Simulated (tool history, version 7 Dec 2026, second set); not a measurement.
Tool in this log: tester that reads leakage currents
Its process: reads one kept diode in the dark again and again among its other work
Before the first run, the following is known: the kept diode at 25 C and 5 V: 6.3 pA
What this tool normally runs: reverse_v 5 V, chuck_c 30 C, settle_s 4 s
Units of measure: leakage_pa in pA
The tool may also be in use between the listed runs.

run	hour	reverse_v	chuck_c	settle_s	leakage_pa
1	0	5	30	4	9.5
2	46.5	5	30	4	9.49
3	77.7	5	30	4	9.31
4	111.3	1.01	30	4	4.23
5	171.3	1.01	30	4	4.1
6	198.1	5	30	4	9.39
7	227.9	5	30	4	9.42
8	264.5	5	30	5.28	9.4
# hour 279.3: chuck's temperature calibrated
9	294.1	5	30	5.28	9.36
10	354.8	5	30	5.28	9.38
11	403.3	2.41	21	0.33	3.91
12	436.9	2.41	30	0.33	7.01
13	466.5	2.01	21	9.65	2.88
14	493.9	2.01	21	9.65	2.9
15	556.5	1.77	59	4	40.58
16	609.5	7.12	45	7.1	32.6
17	641	5	30	9.49	9.37
18	696.5	4.69	30	0.98	9.45

Consider 3 possible next runs. They are alternatives, not a sequence: every one starts from the tool as it was left by run 18. What does each give?
A	744.4	12.11	31	0.47	?
B	744.4	1.84	52	7.5	?
C	744.4	5	36	0.88	?

run	leakage_pa
A	17.88
B	26.4
C	15.06
Stripped of hidden state, with their random variation kept, the same runs would have yielded:
run	leakage_pa
A	17.85
B	26.39
C	15.04
